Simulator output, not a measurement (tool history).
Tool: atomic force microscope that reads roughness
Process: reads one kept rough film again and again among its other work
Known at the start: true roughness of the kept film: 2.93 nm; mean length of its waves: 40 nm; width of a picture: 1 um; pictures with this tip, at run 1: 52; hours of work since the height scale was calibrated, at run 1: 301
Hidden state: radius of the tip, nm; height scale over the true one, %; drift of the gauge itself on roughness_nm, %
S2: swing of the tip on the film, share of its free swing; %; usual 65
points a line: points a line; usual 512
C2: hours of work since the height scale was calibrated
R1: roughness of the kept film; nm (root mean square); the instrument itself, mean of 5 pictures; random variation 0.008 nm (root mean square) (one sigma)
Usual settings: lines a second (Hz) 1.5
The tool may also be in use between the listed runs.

run 1 hour=0 | lines_a_second_(Hz)=1.5 S2=65 points_a_line=512 | pictures_with_this_tip=52 C2=301 | R1=2.634
-- hour=15.9 new tip fitted
run 2 hour=15.9 | lines_a_second_(Hz)=1.81 S2=65 points_a_line=512 | pictures_with_this_tip=0 C2=309 | R1=2.678
run 3 hour=30.7 | lines_a_second_(Hz)=1.81 S2=65 points_a_line=512 | pictures_with_this_tip=23 C2=316 | R1=2.639
run 4 hour=62 | lines_a_second_(Hz)=1.81 S2=65 points_a_line=512 | pictures_with_this_tip=74 C2=333 | R1=2.588
-- hour=64.6 new tip fitted
run 5 hour=88.4 | lines_a_second_(Hz)=1.5 S2=61 points_a_line=512 | pictures_with_this_tip=38 C2=346 | R1=2.674
-- hour=114.5 new tip fitted
run 6 hour=114.9 | lines_a_second_(Hz)=1.09 S2=65 points_a_line=512 | pictures_with_this_tip=0 C2=359 | R1=2.727
run 7 hour=147.9 | lines_a_second_(Hz)=1.09 S2=65 points_a_line=512 | pictures_with_this_tip=53 C2=376 | R1=2.653
-- hour=165 new tip fitted
run 8 hour=171.1 | lines_a_second_(Hz)=1.09 S2=65 points_a_line=512 | pictures_with_this_tip=10 C2=388 | R1=2.701
run 9 hour=203.8 | lines_a_second_(Hz)=1.5 S2=65 points_a_line=512 | pictures_with_this_tip=62 C2=405 | R1=2.593
-- hour=216.1 new tip fitted
run 10 hour=222.7 | lines_a_second_(Hz)=1.5 S2=65 points_a_line=860 | pictures_with_this_tip=10 C2=415 | R1=2.699
run 11 hour=236.6 | lines_a_second_(Hz)=1.29 S2=65 points_a_line=512 | pictures_with_this_tip=33 C2=422 | R1=2.674
run 12 hour=255.4 | lines_a_second_(Hz)=1.29 S2=65 points_a_line=512 | pictures_with_this_tip=63 C2=431 | R1=2.623
-- hour=266.2 new tip fitted
run 13 hour=290.1 | lines_a_second_(Hz)=1.5 S2=81 points_a_line=512 | pictures_with_this_tip=38 C2=449 | R1=2.528
-- hour=294.2 height scale calibrated on a step standard
-- hour=317.3 new tip fitted
run 14 hour=320.4 | lines_a_second_(Hz)=1.5 S2=65 points_a_line=512 | pictures_with_this_tip=5 C2=13 | R1=2.669
run 15 hour=337.1 | lines_a_second_(Hz)=1.5 S2=65 points_a_line=512 | pictures_with_this_tip=32 C2=22 | R1=2.647
-- hour=367.8 new tip fitted
run 16 hour=368.7 | lines_a_second_(Hz)=1.5 S2=65 points_a_line=512 | pictures_with_this_tip=2 C2=38 | R1=2.686
run 17 hour=402.3 | lines_a_second_(Hz)=1.5 S2=59 points_a_line=344 | pictures_with_this_tip=56 C2=55 | R1=2.645
-- hour=407.3 height scale calibrated on a step standard, once more
-- hour=418.7 new tip fitted
run 18 hour=422.4 | lines_a_second_(Hz)=3.12 S2=82 points_a_line=855 | pictures_with_this_tip=6 C2=8 | R1=2.327
run 19 hour=453.9 | lines_a_second_(Hz)=1.83 S2=56 points_a_line=281 | pictures_with_this_tip=57 C2=24 | R1=2.649
-- hour=467.9 new tip fitted
run 20 hour=478.9 | lines_a_second_(Hz)=1.83 S2=56 points_a_line=281 | pictures_with_this_tip=18 C2=36 | R1=2.711
run 21 hour=499.1 | lines_a_second_(Hz)=1.5 S2=58 points_a_line=307 | pictures_with_this_tip=50 C2=47 | R1=2.654
-- hour=517.8 new tip fitted
run 22 hour=520.1 | lines_a_second_(Hz)=1.5 S2=58 points_a_line=307 | pictures_with_this_tip=4 C2=57 | R1=2.724
run 23 hour=540.6 | lines_a_second_(Hz)=1.5 S2=65 points_a_line=673 | pictures_with_this_tip=37 C2=68 | R1=2.679
-- hour=567.6 new tip fitted
run 24 hour=568.6 | lines_a_second_(Hz)=1.29 S2=60 points_a_line=716 | pictures_with_this_tip=2 C2=82 | R1=2.743
run 25 hour=601.7 | lines_a_second_(Hz)=1.29 S2=71 points_a_line=716 | pictures_with_this_tip=55 C2=99 | R1=2.611
-- hour=617.5 new tip fitted
run 26 hour=621.7 | lines_a_second_(Hz)=1.97 S2=78 points_a_line=320 | pictures_with_this_tip=7 C2=109 | R1=2.522
run 27 hour=638 | lines_a_second_(Hz)=3.38 S2=72 points_a_line=512 | pictures_with_this_tip=33 C2=118 | R1=2.451
run 28 hour=663.4 | lines_a_second_(Hz)=3.38 S2=72 points_a_line=512 | pictures_with_this_tip=73 C2=131 | R1=2.399
-- hour=666.2 new tip fitted
run 29 hour=690 | lines_a_second_(Hz)=3.38 S2=72 points_a_line=512 | pictures_with_this_tip=38 C2=144 | R1=2.442
run 30 hour=708.8 | lines_a_second_(Hz)=2.35 S2=60 points_a_line=290 | pictures_with_this_tip=68 C2=154 | R1=2.593
-- hour=714.7 new tip fitted
run 31 hour=727.4 | lines_a_second_(Hz)=2.33 S2=85 points_a_line=425 | pictures_with_this_tip=20 C2=163 | R1=2.373
run 32 hour=750.4 | lines_a_second_(Hz)=2.33 S2=85 points_a_line=425 | pictures_with_this_tip=57 C2=175 | R1=2.32

The same runs without the tool's hidden state, with the same run-to-run variation:
run=1 R1=2.708
run=2 R1=2.699
run=3 R1=2.69
run=4 R1=2.695
run=5 R1=2.744
run=6 R1=2.743
run=7 R1=2.738
run=8 R1=2.74
run=9 R1=2.701
run=10 R1=2.73
run=11 R1=2.738
run=12 R1=2.722
run=13 R1=2.587
run=14 R1=2.698
run=15 R1=2.702
run=16 R1=2.712
run=17 R1=2.739
run=18 R1=2.338
run=19 R1=2.726
run=20 R1=2.744
run=21 R1=2.728
run=22 R1=2.734
run=23 R1=2.732
run=24 R1=2.755
run=25 R1=2.687
run=26 R1=2.541
run=27 R1=2.496
run=28 R1=2.49
run=29 R1=2.498
run=30 R1=2.689
run=31 R1=2.403
run=32 R1=2.389
